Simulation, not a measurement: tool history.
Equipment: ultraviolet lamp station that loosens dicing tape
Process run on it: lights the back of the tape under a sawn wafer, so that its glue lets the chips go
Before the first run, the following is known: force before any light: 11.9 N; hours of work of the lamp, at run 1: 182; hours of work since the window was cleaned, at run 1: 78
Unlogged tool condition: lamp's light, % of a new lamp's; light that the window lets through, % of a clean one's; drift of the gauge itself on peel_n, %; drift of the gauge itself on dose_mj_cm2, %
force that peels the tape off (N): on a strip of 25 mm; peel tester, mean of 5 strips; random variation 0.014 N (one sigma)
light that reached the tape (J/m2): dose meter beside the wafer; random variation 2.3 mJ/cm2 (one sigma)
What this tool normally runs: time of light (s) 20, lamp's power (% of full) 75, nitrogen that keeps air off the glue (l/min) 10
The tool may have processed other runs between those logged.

run,day,time of light (s),lamp's power (% of full),nitrogen that keeps air off the glue (l/min),hours of work of the lamp,hours of work since the window was cleaned,force that peels the tape off (N),light that reached the tape (J/m2)
1,0,20,75,10,182,78,0.818,1860
2,0.379,25,75,10,187,84,0.504,2360
3,0.896,25,75,10,195,91,0.5,2330
4,1.392,20,61,10,203,99,1.348,1520
5,1.804,20,86,10,209,105,0.601,2140
6,2.212,20,86,10,215,111,0.627,2120
7,2.517,20,75,10,219,116,0.863,1830
# day 2.583: window cleaned of glue's vapour
8,3.038,20,75,10,227,7,0.907,1780
9,3.488,20,75,10,234,14,0.945,1800
10,3.725,21,82,3,237,17,1.819,2050
11,4.179,16,86,10,244,24,1.112,1630
12,4.633,23,75,8,251,31,0.85,2020
13,5.15,30,91,7,259,38,0.354,3190
14,5.496,14,89,7,264,44,1.883,1420
# day 5.588: window cleaned of glue's vapour, once more
15,5.975,14,89,7,271,6,1.543,1570
16,6.267,14,89,7,275,10,1.564,1610
17,6.504,20,89,19,278,14,0.359,2230
18,6.833,20,89,19,283,19,0.36,2270

Predict each of these 4 candidate next runs independently; none follows another, all start after run 18:
A,7.125,11,91,14,288,23,?,?
B,7.125,20,87,10,288,23,?,?
C,7.125,12,70,4,288,23,?,?
D,7.125,20,75,3,288,23,?,?

run,force that peels the tape off (N),light that reached the tape (J/m2)
A,1.442,1270
B,0.584,2190
C,3.973,1090
D,2.04,1850
Take away the tool's hidden state, keep each run's random variation, and the runs would have read:
run,force that peels the tape off (N),light that reached the tape (J/m2)
A,1.193,1390
B,0.471,2410
C,3.561,1200
D,1.728,2040
